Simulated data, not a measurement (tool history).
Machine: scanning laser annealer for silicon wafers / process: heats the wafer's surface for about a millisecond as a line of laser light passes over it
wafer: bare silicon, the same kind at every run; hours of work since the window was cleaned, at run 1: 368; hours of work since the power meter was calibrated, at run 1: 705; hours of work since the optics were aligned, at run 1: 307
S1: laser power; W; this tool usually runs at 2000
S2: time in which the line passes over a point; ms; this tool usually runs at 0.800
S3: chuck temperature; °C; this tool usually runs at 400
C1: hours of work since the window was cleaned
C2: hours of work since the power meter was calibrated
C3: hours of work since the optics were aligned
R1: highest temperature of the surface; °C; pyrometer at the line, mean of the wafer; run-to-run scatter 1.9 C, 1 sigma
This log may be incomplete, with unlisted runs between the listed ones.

| run | day | S1 | S2 | S3 | C1 | C2 | C3 | R1 |
|---|---|---|---|---|---|---|---|---|
| 1 | 0.000 | 2000 | 0.800 | 400 | 368 | 705 | 307 | 1105 |
| 2 | 2.462 | 2000 | 0.800 | 400 | 411 | 747 | 349 | 1106 |
| 3 | 5.608 | 2000 | 0.800 | 400 | 465 | 802 | 404 | 1105 |
| 4 | 8.867 | 2000 | 0.800 | 400 | 521 | 858 | 460 | 1103 |
| 5 | 11.888 | 2000 | 0.800 | 383 | 573 | 910 | 512 | 1085 |
| 6 | 15.204 | 2000 | 0.800 | 383 | 631 | 967 | 569 | 1083 |
|  | 17.588 | window over the wafer cleaned |
| 7 | 17.621 | 2000 | 0.800 | 400 | 1 | 1008 | 610 | 1109 |
| 8 | 19.300 | 2155 | 0.800 | 400 | 30 | 1037 | 638 | 1163 |
| 9 | 21.075 | 2155 | 0.800 | 400 | 60 | 1067 | 669 | 1165 |
| 10 | 24.762 | 2000 | 0.685 | 400 | 124 | 1131 | 733 | 1056 |
| 11 | 27.112 | 1756 | 0.800 | 400 | 164 | 1172 | 773 | 1032 |
|  | 27.546 | laser's power meter calibrated |
| 12 | 31.129 | 2000 | 0.800 | 391 | 232 | 62 | 840 | 1104 |
| 13 | 34.108 | 2000 | 0.800 | 391 | 283 | 113 | 892 | 1102 |
| 14 | 36.367 | 2090 | 0.800 | 400 | 322 | 152 | 931 | 1138 |
| 15 | 39.417 | 2000 | 0.800 | 392 | 375 | 205 | 984 | 1100 |
|  | 40.417 | laser's power meter calibrated, once more |
| 16 | 42.421 | 2000 | 0.955 | 400 | 424 | 35 | 1033 | 1158 |
| 17 | 44.883 | 2000 | 0.955 | 400 | 467 | 77 | 1076 | 1159 |
| 18 | 48.438 | 2000 | 0.955 | 400 | 528 | 138 | 1137 | 1155 |
| 19 | 51.217 | 2000 | 0.955 | 400 | 576 | 186 | 1185 | 1157 |
| 20 | 54.296 | 2000 | 0.955 | 400 | 629 | 240 | 1238 | 1155 |
|  | 56.600 | window over the wafer cleaned |
| 21 | 58.079 | 2000 | 0.800 | 432 | 25 | 303 | 1302 | 1134 |
| 22 | 62.088 | 2140 | 0.678 | 439 | 95 | 373 | 1371 | 1122 |
| 23 | 65.992 | 2140 | 0.678 | 439 | 162 | 440 | 1439 | 1123 |
| 24 | 69.908 | 1832 | 0.678 | 404 | 230 | 508 | 1506 | 989 |
| 25 | 72.083 | 1848 | 0.984 | 412 | 267 | 545 | 1544 | 1133 |
| 26 | 74.567 | 2000 | 0.742 | 400 | 310 | 588 | 1587 | 1067 |
| 27 | 78.279 | 1765 | 0.742 | 389 | 374 | 652 | 1651 | 982 |
| 28 | 82.158 | 1765 | 0.742 | 389 | 441 | 719 | 1718 | 982 |
|  | 84.538 | optics aligned, line set to its width |
| 29 | 85.104 | 1765 | 0.752 | 420 | 488 | 766 | 10 | 1026 |
| 30 | 87.025 | 1765 | 0.634 | 420 | 522 | 799 | 43 | 973 |
| 31 | 89.483 | 2116 | 0.800 | 400 | 564 | 842 | 85 | 1138 |
| 32 | 93.183 | 2000 | 0.930 | 403 | 628 | 906 | 149 | 1160 |
| 33 | 94.921 | 2000 | 0.930 | 403 | 658 | 936 | 179 | 1159 |
|  | 95.654 | window over the wafer cleaned |
| 34 | 97.562 | 2109 | 0.910 | 422 | 33 | 980 | 223 | 1224 |
| 35 | 99.492 | 2109 | 0.797 | 422 | 66 | 1013 | 257 | 1168 |
| 36 | 102.396 | 2109 | 0.797 | 422 | 116 | 1063 | 307 | 1169 |
| 37 | 104.758 | 1914 | 0.800 | 435 | 157 | 1104 | 348 | 1115 |
| 38 | 106.708 | 1914 | 0.800 | 435 | 191 | 1138 | 381 | 1115 |
| 39 | 109.162 | 1914 | 0.800 | 435 | 233 | 1180 | 424 | 1115 |
| 40 | 111.992 | 1912 | 0.800 | 400 | 282 | 1229 | 472 | 1078 |
| 41 | 115.171 | 1912 | 0.800 | 400 | 337 | 1284 | 527 | 1074 |

Pick out some run-to-run changes in R1. Of each, how much would a tool without hidden state show as well, from the settings, what came in and chance, and how much is left for the hidden state and any gauge scatter not in both results compared?
The hidden state here: light that passes the window, % of a clean one's; laser's true power over the reading, %; width of the line over the set one, %; drift of the gauge itself on peak_c, C.
Run 15 -> 16: S2 0.800 -> 0.955, S3 392 -> 400, laser's power meter calibrated, once more. R1 +58 °C: hidden state -21, all else +79.
Run 20 -> 21: S2 0.955 -> 0.800, S3 400 -> 432, window over the wafer cleaned. R1 -21 °C: hidden state +15, all else -36.
Run 23 -> 24: S1 2140 -> 1832, S3 439 -> 404. R1 -134 °C: hidden state +1, all else -135.
Run 24 -> 25: S1 1832 -> 1848, S2 0.678 -> 0.984, S3 404 -> 412. R1 +144 °C: hidden state -5, all else +149.
Run 30 -> 31: S1 1765 -> 2116, S2 0.634 -> 0.800, S3 420 -> 400. R1 +165 °C: hidden state -3, all else +168.
Run 33 -> 34: S1 2000 -> 2109, S2 0.930 -> 0.910, S3 403 -> 422, window over the wafer cleaned. R1 +65 °C: hidden state +12, all else +53.
